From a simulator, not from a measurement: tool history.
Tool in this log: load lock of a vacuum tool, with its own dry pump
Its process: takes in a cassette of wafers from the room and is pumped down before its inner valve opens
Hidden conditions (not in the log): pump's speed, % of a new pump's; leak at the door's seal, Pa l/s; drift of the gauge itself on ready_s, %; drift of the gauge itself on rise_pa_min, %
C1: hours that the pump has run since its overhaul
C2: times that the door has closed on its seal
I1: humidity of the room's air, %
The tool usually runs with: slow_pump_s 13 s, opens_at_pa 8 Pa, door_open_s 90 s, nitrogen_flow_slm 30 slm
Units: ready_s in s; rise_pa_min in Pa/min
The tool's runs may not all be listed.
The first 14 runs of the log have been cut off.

{"run": 15, "hour": 1172.6, "slow_pump_s": 13, "opens_at_pa": 8, "door_open_s": 90, "nitrogen_flow_slm": 30, "C1": 17441, "C2": 13920, "I1": 42.6, "ready_s": 25.41, "rise_pa_min": 0.113}
{"run": 16, "hour": 1234.1, "slow_pump_s": 13, "opens_at_pa": 8, "door_open_s": 173, "nitrogen_flow_slm": 30, "C1": 17502, "C2": 14058, "I1": 47.6, "ready_s": 25.42, "rise_pa_min": 0.154}
{"run": 17, "hour": 1315.2, "slow_pump_s": 13, "opens_at_pa": 8, "door_open_s": 173, "nitrogen_flow_slm": 30, "C1": 17584, "C2": 14240, "I1": 45.8, "ready_s": 25.56, "rise_pa_min": 0.149}
{"run": 18, "hour": 1398.2, "slow_pump_s": 13, "opens_at_pa": 8, "door_open_s": 173, "nitrogen_flow_slm": 30, "C1": 17667, "C2": 14427, "I1": 50.1, "ready_s": 25.5, "rise_pa_min": 0.157}
{"run": 19, "hour": 1456.4, "slow_pump_s": 13, "opens_at_pa": 8, "door_open_s": 173, "nitrogen_flow_slm": 30, "C1": 17725, "C2": 14557, "I1": 44.7, "ready_s": 25.63, "rise_pa_min": 0.154}
{"run": 20, "hour": 1568.3, "slow_pump_s": 23, "opens_at_pa": 11, "door_open_s": 36, "nitrogen_flow_slm": 27, "C1": 17837, "C2": 14808, "I1": 44.2, "ready_s": 32.04, "rise_pa_min": 0.094}
{"run": 21, "hour": 1666.2, "slow_pump_s": 15, "opens_at_pa": 11, "door_open_s": 36, "nitrogen_flow_slm": 14, "C1": 17935, "C2": 15028, "I1": 45.0, "ready_s": 26.41, "rise_pa_min": 0.113}
{"run": 22, "hour": 1745.1, "slow_pump_s": 15, "opens_at_pa": 11, "door_open_s": 36, "nitrogen_flow_slm": 14, "C1": 18013, "C2": 15205, "I1": 44.3, "ready_s": 26.29, "rise_pa_min": 0.11}
{"run": 23, "hour": 1827.5, "slow_pump_s": 8, "opens_at_pa": 9, "door_open_s": 27, "nitrogen_flow_slm": 30, "C1": 18096, "C2": 15390, "I1": 45.8, "ready_s": 21.68, "rise_pa_min": 0.098}
{"run": 24, "hour": 1895.1, "slow_pump_s": 8, "opens_at_pa": 9, "door_open_s": 27, "nitrogen_flow_slm": 30, "C1": 18163, "C2": 15542, "I1": 47.4, "ready_s": 21.67, "rise_pa_min": 0.095}
{"run": 25, "hour": 1997.9, "slow_pump_s": 8, "opens_at_pa": 9, "door_open_s": 44, "nitrogen_flow_slm": 8, "C1": 18266, "C2": 15772, "I1": 42.9, "ready_s": 21.75, "rise_pa_min": 0.124}
{"run": 26, "hour": 2066.4, "slow_pump_s": 13, "opens_at_pa": 14, "door_open_s": 90, "nitrogen_flow_slm": 13, "C1": 18335, "C2": 15926, "I1": 46.0, "ready_s": 24.49, "rise_pa_min": 0.161}
{"run": 27, "hour": 2125.5, "slow_pump_s": 13, "opens_at_pa": 14, "door_open_s": 90, "nitrogen_flow_slm": 13, "C1": 18394, "C2": 16059, "I1": 41.9, "ready_s": 24.42, "rise_pa_min": 0.157}
{"run": 28, "hour": 2204.6, "slow_pump_s": 13, "opens_at_pa": 13, "door_open_s": 90, "nitrogen_flow_slm": 30, "C1": 18473, "C2": 16236, "I1": 48.4, "ready_s": 24.66, "rise_pa_min": 0.128}
{"run": 29, "hour": 2295.5, "slow_pump_s": 6, "opens_at_pa": 7, "door_open_s": 90, "nitrogen_flow_slm": 8, "C1": 18564, "C2": 16440, "I1": 47.6, "ready_s": 20.93, "rise_pa_min": 0.185}
{"run": 30, "hour": 2399.3, "slow_pump_s": 25, "opens_at_pa": 7, "door_open_s": 37, "nitrogen_flow_slm": 8, "C1": 18668, "C2": 16673, "I1": 45.5, "ready_s": 34.39, "rise_pa_min": 0.126}
{"run": 31, "hour": 2504.0, "slow_pump_s": 25, "opens_at_pa": 7, "door_open_s": 37, "nitrogen_flow_slm": 8, "C1": 18772, "C2": 16908, "I1": 50.1, "ready_s": 34.28, "rise_pa_min": 0.144}
{"run": 32, "hour": 2608.4, "slow_pump_s": 9, "opens_at_pa": 8, "door_open_s": 37, "nitrogen_flow_slm": 8, "C1": 18877, "C2": 17143, "I1": 45.1, "ready_s": 22.83, "rise_pa_min": 0.138}
{"run": 33, "hour": 2685.4, "slow_pump_s": 16, "opens_at_pa": 14, "door_open_s": 30, "nitrogen_flow_slm": 15, "C1": 18954, "C2": 17315, "I1": 46.3, "ready_s": 26.83, "rise_pa_min": 0.117}
{"run": 34, "hour": 2785.0, "slow_pump_s": 17, "opens_at_pa": 14, "door_open_s": 30, "nitrogen_flow_slm": 15, "C1": 19053, "C2": 17539, "I1": 47.0, "ready_s": 27.32, "rise_pa_min": 0.118}
{"run": 35, "hour": 2873.5, "slow_pump_s": 15, "opens_at_pa": 9, "door_open_s": 30, "nitrogen_flow_slm": 22, "C1": 19142, "C2": 17738, "I1": 43.3, "ready_s": 26.78, "rise_pa_min": 0.114}

What if the next run were any one of these 5? Each begins from the tool's condition after run 35:
{"run": "A", "hour": 2976.5, "slow_pump_s": 10, "opens_at_pa": 8, "door_open_s": 90, "nitrogen_flow_slm": 30, "C1": 19245, "C2": 17969, "I1": 43.3, "ready_s": "?", "rise_pa_min": "?"}
{"run": "B", "hour": 2976.5, "slow_pump_s": 13, "opens_at_pa": 7, "door_open_s": 90, "nitrogen_flow_slm": 9, "C1": 19245, "C2": 17969, "I1": 44.5, "ready_s": "?", "rise_pa_min": "?"}
{"run": "C", "hour": 2976.5, "slow_pump_s": 11, "opens_at_pa": 7, "door_open_s": 30, "nitrogen_flow_slm": 27, "C1": 19245, "C2": 17969, "I1": 43.4, "ready_s": "?", "rise_pa_min": "?"}
{"run": "D", "hour": 2976.5, "slow_pump_s": 13, "opens_at_pa": 8, "door_open_s": 121, "nitrogen_flow_slm": 13, "C1": 19245, "C2": 17969, "I1": 46.9, "ready_s": "?", "rise_pa_min": "?"}
{"run": "E", "hour": 2976.5, "slow_pump_s": 9, "opens_at_pa": 8, "door_open_s": 90, "nitrogen_flow_slm": 30, "C1": 19245, "C2": 17969, "I1": 42.2, "ready_s": "?", "rise_pa_min": "?"}

run=A ready_s=23.47 rise_pa_min=0.138
run=B ready_s=25.93 rise_pa_min=0.179
run=C ready_s=24.52 rise_pa_min=0.110
run=D ready_s=25.76 rise_pa_min=0.193
run=E ready_s=22.81 rise_pa_min=0.142
Stripped of hidden state, with their random variation kept, the same runs would have yielded:
run=A ready_s=21.98 rise_pa_min=0.058
run=B ready_s=24.51 rise_pa_min=0.100
run=C ready_s=23.03 rise_pa_min=0.031
run=D ready_s=24.36 rise_pa_min=0.114
run=E ready_s=21.32 rise_pa_min=0.062
